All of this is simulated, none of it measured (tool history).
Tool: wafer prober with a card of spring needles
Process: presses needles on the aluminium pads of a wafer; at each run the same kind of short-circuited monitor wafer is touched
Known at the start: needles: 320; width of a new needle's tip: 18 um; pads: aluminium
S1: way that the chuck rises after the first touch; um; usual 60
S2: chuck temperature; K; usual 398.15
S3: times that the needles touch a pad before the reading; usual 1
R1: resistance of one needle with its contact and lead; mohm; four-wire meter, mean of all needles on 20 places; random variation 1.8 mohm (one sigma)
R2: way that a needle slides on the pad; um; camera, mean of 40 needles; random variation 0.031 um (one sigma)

run	day	S1	S2	S3	R1	R2
1	0	60	398.15	1	180	7.4
# day 0.254: tips cleaned on abrasive film
2	0.288	65	398.15	1	177	8.08
3	0.746	65	398.15	1	180	8.01
# day 0.808: tips cleaned on abrasive film
4	1	65	398.15	1	180	8.01
5	1.242	60	398.15	1	180	7.4
# day 1.388: tips cleaned on abrasive film
6	1.592	60	300.15	1	160	7.34
7	1.904	51	300.15	1	162	6.34
# day 1.929: tips cleaned on abrasive film
8	2.267	51	300.15	1	164	6.27
# day 2.483: tips cleaned on abrasive film
9	2.762	51	300.15	1	164	6.29
# day 3.046: tips cleaned on abrasive film
10	3.092	51	300.15	1	162	6.23
11	3.354	51	300.15	1	163	6.26
12	3.579	60	308.15	1	162	7.4
# day 3.625: tips cleaned on abrasive film
13	4.079	60	308.15	1	162	7.42
# day 4.188: tips cleaned on abrasive film
14	4.442	44	398.15	1	193	5.42
# day 4.75: tips cleaned on abrasive film
15	4.804	44	398.15	1	191	5.4
16	5.038	44	398.15	1	190	5.42
# day 5.308: tips cleaned on abrasive film
17	5.35	60	324.15	1	169	7.35
18	5.6	69	339.15	2	162	8.5
# day 5.862: tips cleaned on abrasive film
19	5.892	69	339.15	2	165	8.46
20	6.138	69	339.15	2	167	8.5
# day 6.412: tips cleaned on abrasive film
21	6.629	69	339.15	2	163	8.48
22	6.875	74	394.15	2	176	9.15
# day 6.975: tips cleaned on abrasive film
23	7.35	61	320.15	1	165	7.49
# day 7.538: tips cleaned on abrasive film
24	7.629	60	320.15	3	165	7.4
25	7.933	46	320.15	2	170	5.64
# day 8.1: tips cleaned on abrasive film
26	8.221	46	320.15	2	171	5.65
27	8.562	46	320.15	2	172	5.68
# day 8.642: tips cleaned on abrasive film
28	9.05	46	320.15	2	171	5.64
# day 9.221: tips cleaned on abrasive film
29	9.35	46	320.15	2	173	5.7
# day 9.779: tips cleaned on abrasive film
30	9.825	46	320.15	2	174	5.66
# day 9.962: height of the first contact set anew
# day 10.338: tips cleaned on abrasive film
31	10.338	64	323.15	1	164	7.84
32	10.625	44	379.15	1	184	5.41
# day 10.888: tips cleaned on abrasive film
33	11.092	49	379.15	2	183	6
# day 11.438: tips cleaned on abrasive film
34	11.542	51	379.15	1	181	6.28

Forecast each of these 4 alternatives for the next run:
A	11.933	45	323.15	2	?	?
B	11.933	51	325.15	1	?	?
C	11.933	41	379.15	2	?	?
D	11.933	51	379.15	2	?	?

run	R1	R2
A	174	5.63
B	171	6.27
C	187	5.06
D	181	6.3
Without the tool's hidden state the same runs would have given:
run	R1	R2
A	173	5.63
B	171	6.27
C	186	5.06
D	181	6.3
